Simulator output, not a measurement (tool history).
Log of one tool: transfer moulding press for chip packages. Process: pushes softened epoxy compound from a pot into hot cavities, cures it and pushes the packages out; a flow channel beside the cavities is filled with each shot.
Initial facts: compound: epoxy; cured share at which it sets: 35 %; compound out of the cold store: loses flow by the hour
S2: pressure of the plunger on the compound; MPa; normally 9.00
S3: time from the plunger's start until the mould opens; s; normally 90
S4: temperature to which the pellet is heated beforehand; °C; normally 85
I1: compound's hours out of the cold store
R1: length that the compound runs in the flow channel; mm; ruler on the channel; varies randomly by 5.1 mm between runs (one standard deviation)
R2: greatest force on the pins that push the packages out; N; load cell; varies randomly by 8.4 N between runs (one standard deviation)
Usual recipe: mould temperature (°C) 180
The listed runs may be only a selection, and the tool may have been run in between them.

run 1 hour=0.0 | mould_temperature_(°C)=180 S2=9.00 S3=90 S4=85 | I1=28.5 | R1=520 R2=378
-- hour=35.0 cavities cleaned with cleaning compound and waxed
run 2 hour=46.8 | mould_temperature_(°C)=180 S2=9.00 S3=90 S4=85 | I1=29.3 | R1=515 R2=372
-- hour=75.8 plunger's sealing rings changed
-- hour=77.3 cavities cleaned with cleaning compound and waxed
-- hour=116.5 cavities cleaned with cleaning compound and waxed
run 3 hour=133.7 | mould_temperature_(°C)=180 S2=9.00 S3=90 S4=85 | I1=41.6 | R1=479 R2=382
-- hour=157.8 cavities cleaned with cleaning compound and waxed
-- hour=197.9 cavities cleaned with cleaning compound and waxed
run 4 hour=212.9 | mould_temperature_(°C)=180 S2=9.00 S3=97 S4=85 | I1=32.5 | R1=511 R2=376
-- hour=233.9 cavities cleaned with cleaning compound and waxed
-- hour=266.0 mould's thermocouples calibrated
-- hour=274.4 cavities cleaned with cleaning compound and waxed
run 5 hour=295.3 | mould_temperature_(°C)=180 S2=9.00 S3=97 S4=85 | I1=9.6 | R1=586 R2=369
-- hour=311.2 cavities cleaned with cleaning compound and waxed
-- hour=349.3 cavities cleaned with cleaning compound and waxed
run 6 hour=356.3 | mould_temperature_(°C)=180 S2=9.00 S3=97 S4=85 | I1=45.4 | R1=468 R2=369
-- hour=388.1 cavities cleaned with cleaning compound and waxed
run 7 hour=408.3 | mould_temperature_(°C)=180 S2=9.00 S3=90 S4=85 | I1=40.8 | R1=472 R2=365
-- hour=426.5 cavities cleaned with cleaning compound and waxed
-- hour=459.6 plunger's sealing rings changed
-- hour=467.5 cavities cleaned with cleaning compound and waxed
-- hour=504.8 cavities cleaned with cleaning compound and waxed
run 8 hour=506.0 | mould_temperature_(°C)=180 S2=9.00 S3=90 S4=92 | I1=20.8 | R1=539 R2=361
-- hour=543.0 cavities cleaned with cleaning compound and waxed
run 9 hour=558.1 | mould_temperature_(°C)=180 S2=9.00 S3=117 S4=85 | I1=37.2 | R1=498 R2=352
-- hour=584.4 cavities cleaned with cleaning compound and waxed
-- hour=624.1 cavities cleaned with cleaning compound and waxed
run 10 hour=655.2 | mould_temperature_(°C)=180 S2=9.00 S3=90 S4=85 | I1=25.8 | R1=533 R2=363
-- hour=664.2 cavities cleaned with cleaning compound and waxed
-- hour=699.6 cavities cleaned with cleaning compound and waxed
run 11 hour=725.6 | mould_temperature_(°C)=180 S2=9.00 S3=90 S4=85 | I1=36.4 | R1=498 R2=376
-- hour=735.4 cavities cleaned with cleaning compound and waxed
-- hour=773.6 cavities cleaned with cleaning compound and waxed
-- hour=809.9 cavities cleaned with cleaning compound and waxed
run 12 hour=809.9 | mould_temperature_(°C)=180 S2=9.00 S3=90 S4=85 | I1=20.3 | R1=552 R2=373
-- hour=837.6 plunger's sealing rings changed
-- hour=850.9 cavities cleaned with cleaning compound and waxed
-- hour=886.9 cavities cleaned with cleaning compound and waxed
run 13 hour=916.8 | mould_temperature_(°C)=176 S2=9.00 S3=90 S4=85 | I1=25.5 | R1=541 R2=421
-- hour=924.7 cavities cleaned with cleaning compound and waxed
-- hour=963.4 cavities cleaned with cleaning compound and waxed
-- hour=998.4 cavities cleaned with cleaning compound and waxed
run 14 hour=1007.6 | mould_temperature_(°C)=175 S2=7.22 S3=91 S4=89 | I1=11.9 | R1=513 R2=438
-- hour=1034.9 cavities cleaned with cleaning compound and waxed
run 15 hour=1060.1 | mould_temperature_(°C)=173 S2=9.98 S3=120 S4=83 | I1=45.5 | R1=508 R2=366
-- hour=1076.3 cavities cleaned with cleaning compound and waxed
-- hour=1085.7 mould's thermocouples calibrated
-- hour=1116.3 cavities cleaned with cleaning compound and waxed
run 16 hour=1148.3 | mould_temperature_(°C)=173 S2=9.98 S3=85 S4=83 | I1=46.3 | R1=511 R2=509
-- hour=1156.8 cavities cleaned with cleaning compound and waxed
-- hour=1197.4 cavities cleaned with cleaning compound and waxed
-- hour=1222.3 plunger's sealing rings changed
-- hour=1236.4 cavities cleaned with cleaning compound and waxed
run 17 hour=1239.4 | mould_temperature_(°C)=173 S2=9.98 S3=85 S4=83 | I1=39.6 | R1=540 R2=488
-- hour=1273.7 cavities cleaned with cleaning compound and waxed
-- hour=1312.1 cavities cleaned with cleaning compound and waxed
run 18 hour=1337.9 | mould_temperature_(°C)=188 S2=8.20 S3=88 S4=76 | I1=27.2 | R1=496 R2=342

The next listed run, before its measurement:
-- hour=1349.3 cavities cleaned with cleaning compound and waxed
run 19 hour=1382.7 | mould_temperature_(°C)=188 S2=8.20 S3=88 S4=76 | I1=43.6 | R1=? R2=?

{"run 19": {"R1": 446, "R2": 350}}
Were there no unlogged condition in the tool, this run, its random variation unchanged, would have produced R1 446 mm, R2 345 N.
